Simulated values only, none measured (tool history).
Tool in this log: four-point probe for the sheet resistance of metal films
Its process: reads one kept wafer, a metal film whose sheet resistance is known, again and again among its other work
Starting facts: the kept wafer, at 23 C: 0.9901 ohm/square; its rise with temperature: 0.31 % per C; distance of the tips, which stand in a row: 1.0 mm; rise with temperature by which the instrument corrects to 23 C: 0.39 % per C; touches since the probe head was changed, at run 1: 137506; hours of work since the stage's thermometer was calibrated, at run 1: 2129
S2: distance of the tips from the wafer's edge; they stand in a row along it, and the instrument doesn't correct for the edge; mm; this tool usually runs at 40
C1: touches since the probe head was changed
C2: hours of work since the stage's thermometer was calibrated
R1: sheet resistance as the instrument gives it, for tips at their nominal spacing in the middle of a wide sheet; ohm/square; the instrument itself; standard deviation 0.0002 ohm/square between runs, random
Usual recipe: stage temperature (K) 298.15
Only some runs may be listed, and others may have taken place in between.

{"run": 1, "hour": 0.0, "stage temperature (K)": 298.15, "S2": 40, "C1": 137506, "C2": 2129, "R1": 0.988619}
{"run": 2, "hour": 97.5, "stage temperature (K)": 298.15, "S2": 40, "C1": 142537, "C2": 2207, "R1": 0.988916}
{"run": 3, "hour": 192.6, "stage temperature (K)": 296.15, "S2": 40, "C1": 147447, "C2": 2283, "R1": 0.990253}
{"run": 4, "hour": 284.8, "stage temperature (K)": 296.15, "S2": 40, "C1": 152200, "C2": 2357, "R1": 0.990114}
{"run": 5, "hour": 351.8, "stage temperature (K)": 293.15, "S2": 40, "C1": 155658, "C2": 2410, "R1": 0.992637}
{"run": 6, "hour": 435.3, "stage temperature (K)": 293.15, "S2": 40, "C1": 159967, "C2": 2477, "R1": 0.99275}
{"run": 7, "hour": 488.6, "stage temperature (K)": 298.15, "S2": 40, "C1": 162716, "C2": 2520, "R1": 0.9887}
{"run": 8, "hour": 586.8, "stage temperature (K)": 298.15, "S2": 40, "C1": 167788, "C2": 2598, "R1": 0.988443}
{"run": 9, "hour": 691.6, "stage temperature (K)": 298.15, "S2": 40, "C1": 173195, "C2": 2682, "R1": 0.988634}
{"run": 10, "hour": 776.6, "stage temperature (K)": 298.15, "S2": 40, "C1": 177579, "C2": 2750, "R1": 0.988736}
{"run": 11, "hour": 858.7, "stage temperature (K)": 295.15, "S2": 40, "C1": 181814, "C2": 2815, "R1": 0.990993}
{"hour": 868.4, "done": "new probe head fitted"}
{"hour": 876.4, "done": "stage's thermometer calibrated"}
{"run": 12, "hour": 963.5, "stage temperature (K)": 302.15, "S2": 40, "C1": 4879, "C2": 70, "R1": 0.98527}
{"run": 13, "hour": 1020.9, "stage temperature (K)": 300.15, "S2": 40, "C1": 7841, "C2": 115, "R1": 0.987104}
{"run": 14, "hour": 1064.0, "stage temperature (K)": 300.15, "S2": 40, "C1": 10067, "C2": 150, "R1": 0.987482}
{"run": 15, "hour": 1140.9, "stage temperature (K)": 298.15, "S2": 40, "C1": 14037, "C2": 211, "R1": 0.988561}
{"run": 16, "hour": 1230.6, "stage temperature (K)": 298.15, "S2": 40, "C1": 18664, "C2": 283, "R1": 0.988974}
{"run": 17, "hour": 1286.3, "stage temperature (K)": 298.15, "S2": 60, "C1": 21539, "C2": 328, "R1": 0.988446}
{"run": 18, "hour": 1334.3, "stage temperature (K)": 298.15, "S2": 60, "C1": 24015, "C2": 366, "R1": 0.988628}
{"run": 19, "hour": 1418.0, "stage temperature (K)": 298.15, "S2": 60, "C1": 28332, "C2": 433, "R1": 0.988598}
{"run": 20, "hour": 1469.8, "stage temperature (K)": 298.15, "S2": 60, "C1": 31008, "C2": 474, "R1": 0.988497}
{"run": 21, "hour": 1570.7, "stage temperature (K)": 298.15, "S2": 60, "C1": 36213, "C2": 555, "R1": 0.98828}
{"run": 22, "hour": 1628.3, "stage temperature (K)": 298.15, "S2": 60, "C1": 39186, "C2": 601, "R1": 0.988505}
{"run": 23, "hour": 1692.0, "stage temperature (K)": 298.15, "S2": 8, "C1": 42472, "C2": 652, "R1": 0.99626}
{"run": 24, "hour": 1781.6, "stage temperature (K)": 298.15, "S2": 12, "C1": 47094, "C2": 723, "R1": 0.991843}
{"run": 25, "hour": 1883.6, "stage temperature (K)": 294.15, "S2": 5, "C1": 52359, "C2": 805, "R1": 1.012814}
{"run": 26, "hour": 1955.4, "stage temperature (K)": 298.15, "S2": 5, "C1": 56064, "C2": 862, "R1": 1.009343}
{"run": 27, "hour": 2057.0, "stage temperature (K)": 307.15, "S2": 6, "C1": 61309, "C2": 943, "R1": 0.995943}

Run 28 comes next. What will it give?
{"run": 28, "hour": 2124.3, "stage temperature (K)": 303.15, "S2": 4, "C1": 64782, "C2": 997, "R1": "?"}

R1: 1.016153 ohm/square
On a tool with no hidden condition, and with the same random variation, this run would have come out at R1 1.016375 ohm/square.
